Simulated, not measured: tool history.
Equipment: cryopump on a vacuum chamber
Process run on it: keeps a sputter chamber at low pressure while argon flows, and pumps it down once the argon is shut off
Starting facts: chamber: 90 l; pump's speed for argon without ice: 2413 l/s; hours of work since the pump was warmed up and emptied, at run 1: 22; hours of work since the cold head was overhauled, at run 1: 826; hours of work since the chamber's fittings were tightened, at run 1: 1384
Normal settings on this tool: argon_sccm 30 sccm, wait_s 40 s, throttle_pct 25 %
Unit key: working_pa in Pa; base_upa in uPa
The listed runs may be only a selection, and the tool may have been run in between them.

run,hour,argon_sccm,wait_s,throttle_pct,hours of work since the pump was warmed up and emptied,hours of work since the cold head was overhauled,hours of work since the chamber's fittings were tightened,working_pa,base_upa
1,0,30,40,25,22,826,1384,0.085,1.02
2,18.4,30,40,24,36,841,1398,0.088,1.15
3,53.7,30,40,24,64,869,1426,0.0882,1.09
4,85.6,30,40,24,90,894,1452,0.0892,1.1
5,101.2,30,40,24,102,906,1464,0.089,1.11
6,116.7,30,40,27,114,918,1476,0.0786,1.1
7,150.1,30,40,27,141,945,1503,0.0799,1.15
8,171.9,30,40,25,158,962,1520,0.0856,1.16
9,192.5,30,40,25,174,978,1536,0.086,1.1
10,228,17,40,48,202,1007,1564,0.026,1.19
11,253.8,18,191,48,223,1027,1585,0.0275,0.61

Run 12, settings as shown, results not yet in. Your forecast:
12,272.6,12,28,19,238,1042,1600,?,?

{"run 12": {"working_pa": 0.0454, "base_upa": 1.47}}
With the hidden condition absent and the run-to-run variation left alone, this run would have shown working_pa 0.0444 Pa, base_upa 1.13 uPa.
